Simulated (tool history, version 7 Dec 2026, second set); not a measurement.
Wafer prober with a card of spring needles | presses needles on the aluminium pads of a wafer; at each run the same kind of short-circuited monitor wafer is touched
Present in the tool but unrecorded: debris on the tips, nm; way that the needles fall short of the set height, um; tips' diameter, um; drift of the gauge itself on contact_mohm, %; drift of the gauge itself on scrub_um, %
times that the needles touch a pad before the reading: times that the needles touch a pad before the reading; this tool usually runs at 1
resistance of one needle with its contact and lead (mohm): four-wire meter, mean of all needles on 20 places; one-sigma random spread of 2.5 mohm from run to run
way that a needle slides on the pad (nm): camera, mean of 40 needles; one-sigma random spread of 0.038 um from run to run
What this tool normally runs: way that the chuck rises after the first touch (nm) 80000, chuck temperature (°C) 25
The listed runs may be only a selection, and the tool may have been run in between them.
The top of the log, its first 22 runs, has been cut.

run   hour  way that the chuck rises after the first touch (nm)  chuck temperature (°C)  times that the needles touch a pad before the reading  touches since the tips were cleaned  cleanings since the card got new needles  touches since the first contact's height was set  resistance of one needle with its contact and lead (mohm)  way that a needle slides on the pad (nm)
     467.9  -- tips cleaned on abrasive film
 23  468.7                                                66000                     119                                                      1                                  242                                        43                                            106944                                                        365                                     12300
     488.3  -- tips cleaned on abrasive film
 24  491.6                                                66000                     119                                                      1                                  990                                        44                                            113832                                                        410                                     12310
     508.1  -- tips cleaned on abrasive film
 25  514.6                                                99000                      99                                                      1                                 1972                                        45                                            120760                                                        369                                     18670
     527.8  -- tips cleaned on abrasive film
 26    534                                                94000                      53                                                      1                                 1867                                        46                                            126571                                                        360                                     17700
     548.8  -- tips cleaned on abrasive film
 27  564.3                                                94000                      53                                                      1                                 4678                                        47                                            135712                                                        388                                     17640
     568.9  -- tips cleaned on abrasive film
 28  583.9                                                61000                      53                                                      3                                 4538                                        48                                            141605                                                        384                                     11260
     589.1  -- tips cleaned on abrasive film
 29  598.4                                                74000                      26                                                      2                                 2804                                        49                                            145935                                                        381                                     13770
     609.8  -- tips cleaned on abrasive film
 30  614.6                                                82000                      70                                                      2                                 1442                                        50                                            150810                                                        342                                     15360
     629.6  -- tips cleaned on abrasive film
 31  630.7                                                68000                      25                                                      1                                  326                                        51                                            155645                                                        340                                     12490
     650.6  -- tips cleaned on abrasive film
 32  653.9                                                75000                      25                                                      1                                 1011                                        52                                            162620                                                        373                                     13900
     667.9  -- height of the first contact set anew
     672.6  -- tips cleaned on abrasive film
 33  674.5                                                96000                      60                                                      2                                  598                                        53                                              1965                                                        311                                     18430

Consider 3 possible next runs. They are alternatives, not a sequence: every one starts from the tool as it was left by run 33. What does each give?
     693.2  -- tips cleaned on abrasive film
  A  697.5                                                96000                      97                                                      2                                 1313                                        54                                              8882                                                          ?                                         ?
     693.2  -- tips cleaned on abrasive film
  B  697.5                                                74000                      85                                                      2                                 1313                                        54                                              8882                                                          ?                                         ?
     693.2  -- tips cleaned on abrasive film
  C  697.5                                                68000                      76                                                      1                                 1313                                        54                                              8882                                                          ?                                         ?

run  resistance of one needle with its contact and lead (mohm)  way that a needle slides on the pad (nm)
  A                                                        342                                     18430
  B                                                        359                                     14210
  C                                                        409                                     13010
With the hidden condition removed and each run's random variation left untouched, the same runs would have given:
run  resistance of one needle with its contact and lead (mohm)  way that a needle slides on the pad (nm)
  A                                                        307                                     18470
  B                                                        304                                     14250
  C                                                        302                                     13050

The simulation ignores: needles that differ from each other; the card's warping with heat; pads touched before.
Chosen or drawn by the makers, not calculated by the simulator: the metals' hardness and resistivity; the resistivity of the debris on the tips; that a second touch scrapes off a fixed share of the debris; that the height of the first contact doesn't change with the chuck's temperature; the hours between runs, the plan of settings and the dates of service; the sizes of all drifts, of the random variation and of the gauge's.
